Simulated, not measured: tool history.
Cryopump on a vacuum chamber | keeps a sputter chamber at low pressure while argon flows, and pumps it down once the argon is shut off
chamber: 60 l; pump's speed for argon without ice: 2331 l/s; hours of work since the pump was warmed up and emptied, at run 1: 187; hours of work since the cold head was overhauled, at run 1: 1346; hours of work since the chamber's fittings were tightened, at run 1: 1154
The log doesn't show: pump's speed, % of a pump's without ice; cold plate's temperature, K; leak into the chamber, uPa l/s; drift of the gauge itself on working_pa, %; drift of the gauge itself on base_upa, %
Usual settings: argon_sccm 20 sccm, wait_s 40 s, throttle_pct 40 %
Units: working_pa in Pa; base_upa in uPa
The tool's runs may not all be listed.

run   hour  argon_sccm  wait_s  throttle_pct  hours of work since the pump was warmed up and emptied  hours of work since the cold head was overhauled  hours of work since the chamber's fittings were tightened  working_pa  base_upa
  1      0          20      40            40                                                     187                                              1346                                                       1154      0.0377      2.68
  2     40          20      40            40                                                     215                                              1374                                                       1182      0.0385      2.72
  3     92          20      40            40                                                     251                                              1410                                                       1218      0.0386      2.74
  4  130.6          20      40            40                                                     278                                              1437                                                       1245      0.0387      2.83
  5  184.7          20      40            40                                                     315                                              1475                                                       1282      0.0389      2.91
  6  210.6          20      40            40                                                     333                                              1493                                                       1300      0.0391      2.95
  7  245.3          20      40            40                                                     358                                              1517                                                       1324      0.0396      2.95
     258.2  -- pump warmed up, emptied and cooled again
  8  288.9          20      82            40                                                      21                                              1544                                                       1351      0.0369      2.07
  9  332.7          20      82            40                                                      52                                              1574                                                       1382      0.0373      2.07
     346.3  -- leaking fittings of the chamber tightened, without venting
 10    358          20      29            29                                                      68                                              1590                                                          8      0.0512      2.38
 11  402.9          17      29            29                                                      99                                              1622                                                         39      0.0439      2.38
 12  447.5          17      29            29                                                     130                                              1653                                                         70      0.0439      2.42
 13  470.9          17      29            29                                                     146                                              1669                                                         87      0.0439      2.41
 14  494.6          19      40            41                                                     163                                              1685                                                        103      0.0352      1.84
 15    535          19      40            41                                                     191                                              1713                                                        131      0.0355      1.86
 16  580.1          28      25            43                                                     222                                              1745                                                        162      0.0507      2.87
 17  632.4          16      22            26                                                     259                                              1781                                                        199      0.0469      3.22
 18  683.8          14      40            40                                                     294                                              1817                                                        234      0.0274      1.96

Some steps in working_pa between neighbouring runs. How much of each would the tool show without its hidden state too (settings, what came in, random variation), and how much is left for the hidden state, with any gauge scatter that isn't in both results?
Run 7 -> 8: wait_s 40 -> 82, pump warmed up, emptied and cooled again. working_pa -0.0027 Pa: hidden state -0.0025, all else -0.0002.
Run 17 -> 18: argon_sccm 16 -> 14, wait_s 22 -> 40, throttle_pct 26 -> 40. working_pa -0.0195 Pa: hidden state -0.0001, all else -0.0194.
